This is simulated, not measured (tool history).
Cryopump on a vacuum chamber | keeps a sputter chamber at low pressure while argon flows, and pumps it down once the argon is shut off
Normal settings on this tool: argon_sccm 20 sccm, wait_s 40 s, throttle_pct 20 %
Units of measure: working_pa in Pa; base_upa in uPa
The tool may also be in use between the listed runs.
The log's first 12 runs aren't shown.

run    hour  argon_sccm  wait_s  throttle_pct  working_pa  base_upa
 13   853.8          20      40            20      0.1553      2.62
 14   909.2          20      40            20       0.156      2.69
 15   969.4          20      22            20      0.1583      4.59
 16  1023.4          20      22            19       0.165      4.57
 17  1063.9          20      22            19      0.1657      4.44
 18  1142.6          15     197            20      0.1172      0.86
 19  1196.2          12     104            32      0.0605      1.31
 20  1248.2          20      30            19       0.165      3.43
 21  1299.4          16     250            33      0.0786      0.84
 22  1367.5          16     250            33      0.0792      0.85
 23  1409.6          16     250            33      0.0783      0.87
 24  1460.4          28      98            15      0.2921      1.46
 25  1516.9          28      98            15      0.2935      1.46
 26  1566.3          36      77            15      0.3759      1.72
     1623.3  -- pump warmed up, emptied and cooled again
 27  1623.3          20      39            57      0.0534      2.76
 28  1702.7          12      39            24       0.075      2.81
 29  1791.8          12      39            24      0.0763      2.86
 30  1864.2           8     280            26      0.0468      0.86
 31  1914.1           8     280            26      0.0463      0.82
 32  2002.3           8     280            26      0.0472      0.86
 33  2070.8           8     280            26      0.0474      0.87

Consider 4 possible next runs. They are alternatives, not a sequence: every one starts from the tool as it was left by run 33. What does each give?
  A  2112.2          24      68            25           ?         ?
  B  2112.2          13     181            20           ?         ?
  C  2112.2          19     280            43           ?         ?
  D  2112.2           8     280            18           ?         ?

run  working_pa  base_upa
  A      0.1468      1.88
  B      0.0995      1.04
  C      0.0687      0.89
  D      0.0677      0.85
Stripped of hidden state, with their random variation kept, the same runs would have yielded:
run  working_pa  base_upa
  A      0.1443       1.6
  B      0.0982      0.76
  C      0.0668       0.6
  D      0.0668      0.57

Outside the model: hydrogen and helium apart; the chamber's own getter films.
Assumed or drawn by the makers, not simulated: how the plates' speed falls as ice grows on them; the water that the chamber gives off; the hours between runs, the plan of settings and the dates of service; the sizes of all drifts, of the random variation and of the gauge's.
